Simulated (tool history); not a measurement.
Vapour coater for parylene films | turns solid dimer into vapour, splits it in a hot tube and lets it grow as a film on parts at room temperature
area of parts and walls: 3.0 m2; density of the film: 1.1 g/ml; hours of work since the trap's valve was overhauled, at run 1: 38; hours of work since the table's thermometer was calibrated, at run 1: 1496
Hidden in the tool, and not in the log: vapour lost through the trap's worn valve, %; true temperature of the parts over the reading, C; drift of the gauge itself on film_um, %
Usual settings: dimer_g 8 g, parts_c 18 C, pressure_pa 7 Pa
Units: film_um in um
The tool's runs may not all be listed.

run,hour,dimer_g,parts_c,pressure_pa,hours of work since the trap's valve was overhauled,hours of work since the table's thermometer was calibrated,film_um
1,0,8,18,7,38,1496,1.43
2,34.9,7,18,7,63,1521,1.29
3,86.8,7,18,7,99,1558,1.28
4,139.2,8,18,7,137,1595,1.47
5,189.9,8,18,7,173,1631,1.44
6,231.9,8,12,3.47,202,1661,2.23
7,263.7,8,12,3.47,225,1684,2.14
8,292.1,8,12,3.47,245,1704,2.13
9,325,11,22,2.57,269,1727,1.93
10,366.8,4,11,7,298,1757,0.97

5 ways to go on from here, each from the tool as it stands after run 10. What would each give?
A,410.8,11,18,5.2,329,1788,?
B,410.8,7,18,5.09,329,1788,?
C,410.8,4,18,4.98,329,1788,?
D,410.8,8,30,3.02,329,1788,?
E,410.8,6,11,7,329,1788,?

run,film_um
A,2.05
B,1.34
C,0.74
D,0.94
E,1.45
Without the tool's hidden state the same runs would have given:
run,film_um
A,2.22
B,1.45
C,0.8
D,1.02
E,1.56
